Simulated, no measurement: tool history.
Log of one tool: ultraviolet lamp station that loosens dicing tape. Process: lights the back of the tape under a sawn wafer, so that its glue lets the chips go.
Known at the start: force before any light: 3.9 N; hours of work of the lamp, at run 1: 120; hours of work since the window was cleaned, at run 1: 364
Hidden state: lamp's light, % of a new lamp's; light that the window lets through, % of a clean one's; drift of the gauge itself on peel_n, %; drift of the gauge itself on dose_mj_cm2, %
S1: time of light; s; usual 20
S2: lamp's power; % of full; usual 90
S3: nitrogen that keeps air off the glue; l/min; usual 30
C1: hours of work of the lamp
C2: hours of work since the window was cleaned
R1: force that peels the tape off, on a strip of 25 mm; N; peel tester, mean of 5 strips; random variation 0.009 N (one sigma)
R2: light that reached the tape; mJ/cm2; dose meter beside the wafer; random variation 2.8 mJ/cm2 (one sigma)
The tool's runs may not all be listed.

run,day,S1,S2,S3,C1,C2,R1,R2
1,0.000,20,90,30,120,364,0.478,323
2,0.546,18,90,30,128,371,0.584,289
3,1.042,20,90,30,134,378,0.507,325
4,1.446,20,90,30,139,383,0.496,326
5,1.983,20,90,30,146,390,0.512,323
6,2.600,20,90,25,155,398,0.546,319
7,3.100,20,90,25,161,405,0.544,318
8,3.446,20,90,14,166,409,0.748,317
9,3.862,20,89,30,171,415,0.516,307
10,4.433,20,89,30,179,422,0.553,304
11,5.108,24,90,30,188,431,0.385,368
12,5.571,24,90,30,194,437,0.391,373
13,5.900,20,90,30,198,442,0.548,306
14,6.354,20,90,30,204,448,0.552,305
15,7.088,20,90,30,214,457,0.553,307
16,7.829,20,90,30,223,467,0.553,305
17,8.200,20,90,30,228,472,0.537,303
18,8.633,20,90,21,234,478,0.664,304
19,9.204,20,90,21,241,485,0.656,297
20,9.854,20,90,21,250,494,0.655,297
21,10.638,20,90,21,260,504,0.652,298
22,11.221,20,90,30,268,512,0.582,292
23,11.633,20,90,30,273,517,0.569,293
24,12.250,16,99,13,282,525,0.989,254
25,12.596,16,99,12,286,530,1.035,254
26,13.096,20,74,16,293,536,1.022,236
27,13.762,20,74,11,301,545,1.176,240
28,14.525,15,74,13,312,555,1.526,175
29,15.250,15,74,13,321,565,1.551,172
30,15.971,15,74,13,331,574,1.532,173
31,16.567,11,71,10,338,582,2.159,122
32,17.167,11,71,10,346,590,2.156,123
33,17.954,14,90,46,357,600,0.940,190
34,18.725,14,90,46,367,611,0.971,191
35,19.212,32,67,30,373,617,0.529,326
36,19.629,32,67,30,379,622,0.512,326
37,20.321,32,67,15,388,632,0.707,320
38,20.788,16,72,11,394,638,1.616,167
# day 21.012: window cleaned of glue's vapour
39,21.479,39,90,60,403,6,0.156,566
40,21.992,19,90,17,409,13,0.785,277
41,22.408,12,69,30,415,18,1.569,132
42,23.100,12,70,11,424,27,1.895,137
43,23.625,20,90,48,431,34,0.517,289
44,24.038,37,66,51,436,40,0.295,390

Hidden state or all else? Some run-to-run changes of R1, split into what the settings, what came in and random variation would give without the hidden state, and what is left for the hidden state (with any gauge scatter that isn't in both results):
Run 32 -> 33: S1 11 -> 14, S2 71 -> 90, S3 10 -> 46. R1 -1.216 N: hidden state -0.064, all else -1.152.
Run 37 -> 38: S1 32 -> 16, S2 67 -> 72, S3 15 -> 11. R1 +0.909 N: hidden state +0.160, all else +0.749.
Run 38 -> 39: S1 16 -> 39, S2 72 -> 90, S3 11 -> 60, window cleaned of glue's vapour. R1 -1.460 N: hidden state -0.449, all else -1.011.
Run 39 -> 40: S1 39 -> 19, S3 60 -> 17. R1 +0.629 N: hidden state +0.239, all else +0.390.
Run 42 -> 43: S1 12 -> 20, S2 70 -> 90, S3 11 -> 48. R1 -1.378 N: hidden state -0.151, all else -1.227.

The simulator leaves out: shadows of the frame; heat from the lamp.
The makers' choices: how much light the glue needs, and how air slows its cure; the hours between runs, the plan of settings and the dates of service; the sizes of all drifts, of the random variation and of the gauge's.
